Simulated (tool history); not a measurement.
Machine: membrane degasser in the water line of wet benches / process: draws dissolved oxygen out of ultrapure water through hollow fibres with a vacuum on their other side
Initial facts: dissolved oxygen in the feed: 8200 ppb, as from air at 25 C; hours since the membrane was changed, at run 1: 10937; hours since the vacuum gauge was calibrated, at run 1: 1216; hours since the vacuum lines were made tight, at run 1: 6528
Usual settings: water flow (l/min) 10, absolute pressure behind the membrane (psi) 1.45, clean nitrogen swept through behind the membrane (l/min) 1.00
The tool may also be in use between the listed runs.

run	hour	water flow (l/min)	absolute pressure behind the membrane (psi)	clean nitrogen swept through behind the membrane (l/min)	hours since the membrane was changed	hours since the vacuum gauge was calibrated	hours since the vacuum lines were made tight	dissolved oxygen in the water behind the degasser (ppb)	pressure that the water loses in the fibres (psi)
1	0.0	10	1.45	1.00	10937	1216	6528	256.1	5.049
2	229.4	10	1.45	1.00	11167	1445	6757	251.1	5.047
3	392.1	12	1.45	1.00	11329	1608	6920	310.9	6.079
4	566.2	10	1.45	1.00	11503	1782	7094	249.9	5.055
5	756.0	10	1.45	1.00	11693	1972	7284	256.1	5.044
6	1088.2	10	1.45	1.00	12025	2304	7616	250.1	5.094
7	1292.4	10	3.18	1.00	12230	2508	7820	506.2	5.063
8	1531.4	10	3.18	1.00	12469	2747	8059	516.2	5.110
9	1741.4	7	1.45	1.00	12679	2957	8269	165.7	3.559
10	1969.6	10	1.45	1.00	12907	3185	8498	252.9	5.117
11	2191.9	8	1.45	1.00	13129	3408	8720	190.9	4.090
12	2357.6	8	1.45	1.00	13295	3573	8886	196.3	4.074
13	2508.2	6	2.83	1.00	13445	3724	9036	269.1	3.101
14	2712.2	6	2.83	1.00	13649	3928	9240	271.4	3.086
# hour 2745.1: seals of the vacuum lines changed
15	2939.7	6	2.83	1.00	13875	4154	195	268.9	3.081
16	3161.8	10	1.45	1.70	14097	4376	417	189.6	5.086
# hour 3315.2: membrane cartridge changed
17	3407.9	10	1.45	1.70	93	4618	659	192.4	5.137
18	3730.0	10	1.45	1.70	415	4940	981	191.6	5.111
19	3913.6	10	1.45	1.70	598	5123	1165	188.7	5.182
20	4052.3	7	2.71	1.00	737	5262	1303	306.9	3.556
21	4212.7	7	1.16	2.23	897	5422	1464	88.2	3.549
22	4481.1	7	1.10	0.83	1166	5691	1732	138.5	3.569
23	4732.1	11	1.13	1.00	1417	5942	1983	224.5	5.630

Pick out some run-to-run changes in pressure that the water loses in the fibres (psi). Of each, how much would a tool without hidden state show as well, from the settings, what came in and chance, and how much is left for the hidden state and any gauge scatter not in both results compared?
Unlogged tool condition in this case: membrane still open, %; true pressure behind the membrane over the reading, kPa; air that leaks in behind the membrane, l/min; drift of the gauge itself on oxygen_ppb, %; drift of the gauge itself on loss_of_pressure_kpa, %.
Run 15 -> 16: water flow (l/min) 6 -> 10, absolute pressure behind the membrane (psi) 2.83 -> 1.45, clean nitrogen swept through behind the membrane (l/min) 1.00 -> 1.70. pressure that the water loses in the fibres (psi) +2.006: hidden state +0.026, all else +1.980.
Run 22 -> 23: water flow (l/min) 7 -> 11, absolute pressure behind the membrane (psi) 1.10 -> 1.13, clean nitrogen swept through behind the membrane (l/min) 0.83 -> 1.00. pressure that the water loses in the fibres (psi) +2.061: hidden state +0.036, all else +2.025.

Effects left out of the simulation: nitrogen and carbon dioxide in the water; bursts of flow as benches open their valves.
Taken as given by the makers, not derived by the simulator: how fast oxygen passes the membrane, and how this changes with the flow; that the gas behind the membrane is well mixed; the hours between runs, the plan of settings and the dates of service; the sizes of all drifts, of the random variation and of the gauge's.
